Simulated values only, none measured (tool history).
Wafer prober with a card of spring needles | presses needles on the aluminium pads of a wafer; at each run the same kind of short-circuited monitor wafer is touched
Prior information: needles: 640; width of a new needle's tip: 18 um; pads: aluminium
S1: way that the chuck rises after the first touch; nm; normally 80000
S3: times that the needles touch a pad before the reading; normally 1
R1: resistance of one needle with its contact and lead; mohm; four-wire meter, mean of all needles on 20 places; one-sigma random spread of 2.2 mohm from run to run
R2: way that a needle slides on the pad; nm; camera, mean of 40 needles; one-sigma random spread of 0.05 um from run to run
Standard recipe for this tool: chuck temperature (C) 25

Run 1, day 0: usual settings. Result: R1 268 mohm, R2 19000 nm.
At day 0.158: tips cleaned on abrasive film.
At day 0.362: tips cleaned on abrasive film.
At day 0.621: tips cleaned on abrasive film.
At day 0.829: tips cleaned on abrasive film.
At day 1.088: tips cleaned on abrasive film.
Run 2, day 1.15: usual settings. Result: R1 269 mohm, R2 18930 nm.
At day 1.304: tips cleaned on abrasive film.
At day 1.562: tips cleaned on abrasive film.
At day 1.821: tips cleaned on abrasive film.
At day 2.083: tips cleaned on abrasive film.
At day 2.288: tips cleaned on abrasive film.
At day 2.546: tips cleaned on abrasive film.
Run 3, day 2.654: usual settings. Result: R1 275 mohm, R2 18850 nm.
At day 2.758: tips cleaned on abrasive film.
At day 3.017: tips cleaned on abrasive film.
At day 3.079: height of the first contact set anew.
At day 3.288: tips cleaned on abrasive film.
At day 3.517: tips cleaned on abrasive film.
Run 4, day 3.517: usual settings but S1 70000 nm. Result: R1 259 mohm, R2 17420 nm.
At day 3.725: tips cleaned on abrasive film.
At day 3.983: tips cleaned on abrasive film.
At day 4.242: tips cleaned on abrasive film.
At day 4.45: tips cleaned on abrasive film.
Run 5, day 4.633: usual settings but S1 70000 nm. Result: R1 301 mohm, R2 17350 nm.
At day 4.688: tips cleaned on abrasive film.
At day 4.946: tips cleaned on abrasive film.
At day 5.204: tips cleaned on abrasive film.
At day 5.462: tips cleaned on abrasive film.
At day 5.721: tips cleaned on abrasive film.
At day 5.929: tips cleaned on abrasive film.
At day 6.146: tips cleaned on abrasive film.
Run 6, day 6.146: usual settings. Result: R1 249 mohm, R2 19760 nm.
At day 6.354: tips cleaned on abrasive film.
At day 6.562: tips cleaned on abrasive film.
At day 6.821: tips cleaned on abrasive film.
Run 7, day 6.846: usual settings. Result: R1 263 mohm, R2 19680 nm.
At day 7.054: tips cleaned on abrasive film.
At day 7.262: tips cleaned on abrasive film.
At day 7.521: tips cleaned on abrasive film.
At day 7.779: tips cleaned on abrasive film.
Run 8, day 7.888: usual settings but S1 70000 nm. Result: R1 287 mohm, R2 17130 nm.
At day 7.996: tips cleaned on abrasive film.
At day 8.204: tips cleaned on abrasive film.
At day 8.462: tips cleaned on abrasive film.
At day 8.721: tips cleaned on abrasive film.
Run 9, day 8.771: usual settings but S1 70000 nm. Result: R1 273 mohm, R2 17090 nm.
At day 8.929: tips cleaned on abrasive film.
At day 9.138: tips cleaned on abrasive film.
At day 9.346: tips cleaned on abrasive film.
At day 9.604: tips cleaned on abrasive film.
At day 9.862: tips cleaned on abrasive film.
At day 10.121: tips cleaned on abrasive film.
At day 10.379: tips cleaned on abrasive film.
Run 10, day 10.421: usual settings but S1 70000 nm. Result: R1 271 mohm, R2 17030 nm.
At day 10.629: tips cleaned on abrasive film.
At day 10.888: tips cleaned on abrasive film.
At day 11.096: tips cleaned on abrasive film.
At day 11.354: tips cleaned on abrasive film.
At day 11.612: tips cleaned on abrasive film.
At day 11.871: tips cleaned on abrasive film.
Run 11, day 11.871: usual settings but S1 70000 nm. Result: R1 257 mohm, R2 17040 nm.
At day 12.079: tips cleaned on abrasive film.
At day 12.338: tips cleaned on abrasive film.
At day 12.596: tips cleaned on abrasive film.
At day 12.854: tips cleaned on abrasive film.
At day 13.096: tips cleaned on abrasive film.
Run 12, day 13.096: usual settings but S1 93000 nm, chuck temperature (C) 96, S3 2. Result: R1 273 mohm, R2 22530 nm.
At day 13.354: tips cleaned on abrasive film.
At day 13.562: tips cleaned on abrasive film.
At day 13.821: tips cleaned on abrasive film.
At day 14.029: tips cleaned on abrasive film.
At day 14.238: tips cleaned on abrasive film.
At day 14.496: tips cleaned on abrasive film.
Run 13, day 14.662: usual settings but chuck temperature (C) 27. Result: R1 292 mohm, R2 19320 nm.
At day 14.721: tips cleaned on abrasive film.
At day 14.979: tips cleaned on abrasive film.
At day 15.238: tips cleaned on abrasive film.
At day 15.496: tips cleaned on abrasive film.
At day 15.704: tips cleaned on abrasive film.
At day 15.962: tips cleaned on abrasive film.
Run 14, day 16.008: usual settings but chuck temperature (C) 123. Result: R1 299 mohm, R2 19200 nm.
At day 16.212: tips cleaned on abrasive film.
At day 16.421: tips cleaned on abrasive film.
At day 16.679: tips cleaned on abrasive film.
At day 16.888: tips cleaned on abrasive film.
At day 17.096: tips cleaned on abrasive film.
At day 17.354: tips cleaned on abrasive film.
Run 15, day 17.475: usual settings but S1 81000 nm, chuck temperature (C) 123. Result: R1 307 mohm, R2 19430 nm.
At day 17.583: tips cleaned on abrasive film.
At day 17.792: tips cleaned on abrasive film.
At day 18.05: tips cleaned on abrasive film.
At day 18.254: tips cleaned on abrasive film.
At day 18.517: tips cleaned on abrasive film.
Run 16, day 18.583: usual settings but S1 81000 nm, chuck temperature (C) 123. Result: R1 300 mohm, R2 19320 nm.
At day 18.742: tips cleaned on abrasive film.
At day 19: tips cleaned on abrasive film.
At day 19.258: tips cleaned on abrasive film.
Run 17, day 19.367: usual settings but S1 81000 nm, chuck temperature (C) 123. Result: R1 307 mohm, R2 19260 nm.
At day 19.475: tips cleaned on abrasive film.
At day 19.683: tips cleaned on abrasive film.
At day 19.942: tips cleaned on abrasive film.
At day 20.15: tips cleaned on abrasive film.
At day 20.408: tips cleaned on abrasive film.
At day 20.612: tips cleaned on abrasive film.
At day 20.871: tips cleaned on abrasive film.
Run 18, day 20.979: usual settings but S1 81000 nm, chuck temperature (C) 123. Result: R1 305 mohm, R2 19210 nm.
At day 21.083: tips cleaned on abrasive film.
At day 21.342: tips cleaned on abrasive film.
At day 21.6: tips cleaned on abrasive film.
At day 21.808: tips cleaned on abrasive film.
At day 22.017: tips cleaned on abrasive film.
At day 22.275: tips cleaned on abrasive film.
At day 22.533: tips cleaned on abrasive film.
Run 19, day 22.625: usual settings but S1 83000 nm, chuck temperature (C) 123. Result: R1 307 mohm, R2 19590 nm.

Alternative continuations, all from the tool just after run 19; predict every row:
At day 22.783: tips cleaned on abrasive film.
At day 23.042: tips cleaned on abrasive film.
At day 23.054: height of the first contact set anew.
At day 23.312: tips cleaned on abrasive film.
At day 23.571: tips cleaned on abrasive film.
At day 23.829: tips cleaned on abrasive film.
Run A, day 24.012: usual settings but S1 96000 nm, chuck temperature (C) 28. Result: R1 ?, R2 ?.
At day 22.783: tips cleaned on abrasive film.
At day 23.042: tips cleaned on abrasive film.
At day 23.054: height of the first contact set anew.
At day 23.312: tips cleaned on abrasive film.
At day 23.571: tips cleaned on abrasive film.
At day 23.829: tips cleaned on abrasive film.
Run B, day 24.012: usual settings but S1 74000 nm, chuck temperature (C) 43. Result: R1 ?, R2 ?.
At day 22.783: tips cleaned on abrasive film.
At day 23.042: tips cleaned on abrasive film.
At day 23.054: height of the first contact set anew.
At day 23.312: tips cleaned on abrasive film.
At day 23.571: tips cleaned on abrasive film.
At day 23.829: tips cleaned on abrasive film.
Run C, day 24.012: usual settings but S1 86000 nm, chuck temperature (C) 120. Result: R1 ?, R2 ?.
At day 22.783: tips cleaned on abrasive film.
At day 23.042: tips cleaned on abrasive film.
At day 23.054: height of the first contact set anew.
At day 23.312: tips cleaned on abrasive film.
At day 23.571: tips cleaned on abrasive film.
At day 23.829: tips cleaned on abrasive film.
Run D, day 24.012: usual settings but S1 63000 nm, chuck temperature (C) 68, S3 3. Result: R1 ?, R2 ?.

run   R1     R2
  A  283  23870
  B  306  18390
  C  311  21370
  D  293  15590
With no hidden state in the tool, these same runs would have given:
run   R1     R2
  A  250  23900
  B  256  18430
  C  276  21410
  D  268  15620

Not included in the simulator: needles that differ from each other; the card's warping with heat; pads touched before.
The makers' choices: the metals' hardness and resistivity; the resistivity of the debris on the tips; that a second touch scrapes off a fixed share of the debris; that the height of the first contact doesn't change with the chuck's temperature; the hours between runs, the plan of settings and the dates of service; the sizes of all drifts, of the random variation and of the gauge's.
